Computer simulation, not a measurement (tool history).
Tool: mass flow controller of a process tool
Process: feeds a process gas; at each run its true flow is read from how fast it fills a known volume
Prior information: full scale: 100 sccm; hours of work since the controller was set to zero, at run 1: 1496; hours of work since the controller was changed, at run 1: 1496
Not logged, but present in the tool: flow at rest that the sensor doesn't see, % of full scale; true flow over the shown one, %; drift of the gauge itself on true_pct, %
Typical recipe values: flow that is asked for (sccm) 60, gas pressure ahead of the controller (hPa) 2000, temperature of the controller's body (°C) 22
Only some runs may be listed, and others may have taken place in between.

run	hour	flow that is asked for (sccm)	gas pressure ahead of the controller (hPa)	temperature of the controller's body (°C)	hours of work since the controller was set to zero	hours of work since the controller was changed	true flow (%)
1	0.0	60	2000	22	1496	1496	99.37
2	101.9	60	2000	22	1535	1535	99.56
3	167.9	60	2000	22	1560	1560	99.50
4	268.3	60	1740	22	1599	1599	99.74
5	344.3	73	2000	22	1628	1628	99.79
6	431.0	60	1690	22	1661	1661	99.96
7	529.2	68	2000	22	1698	1698	99.78
8	584.2	68	2000	22	1719	1719	99.92
9	633.4	68	2140	22	1738	1738	99.82
10	735.6	68	2140	22	1777	1777	99.80
11	806.6	68	2140	22	1804	1804	99.72
12	872.5	68	2140	22	1830	1830	99.90
13	919.7	68	2140	22	1848	1848	99.91
14	1030.7	90	2140	22	1890	1890	100.25
15	1079.4	60	2000	22	1909	1909	99.99
16	1126.0	60	2000	21	1926	1926	99.97
17	1222.8	65	1830	35	1963	1963	101.00
18	1292.6	43	1500	26	1990	1990	100.66
19	1384.0	60	2640	21	2025	2025	99.67
20	1458.6	30	2500	36	2053	2053	100.40
21	1565.7	30	2500	36	2094	2094	100.44
22	1625.0	24	2080	36	2117	2117	100.81
23	1711.2	80	2730	22	2150	2150	100.16
24	1793.0	80	2730	26	2181	2181	100.29
25	1876.5	30	2750	38	2213	2213	100.44
# hour 1906.3: gauge calibrated
26	1986.5	74	2570	34	2255	2255	99.74
27	2090.6	74	2570	34	2295	2295	99.94
28	2161.8	74	2570	34	2322	2322	99.90
29	2238.3	74	2570	34	2351	2351	99.96
30	2350.2	74	1990	40	2394	2394	100.75

Alternative continuations, all from the tool just after run 30; predict every row:
A	2459.1	70	2720	35	2436	2436	?
B	2459.1	67	2000	22	2436	2436	?
C	2459.1	78	1430	38	2436	2436	?
D	2459.1	60	2000	29	2436	2436	?
E	2459.1	10	1970	38	2436	2436	?

run	true flow (%)
A	99.99
B	99.76
C	101.29
D	100.28
E	100.09
What these runs would have given with no unlogged condition in the tool:
run	true flow (%)
A	99.67
B	99.44
C	100.96
D	99.96
E	99.82
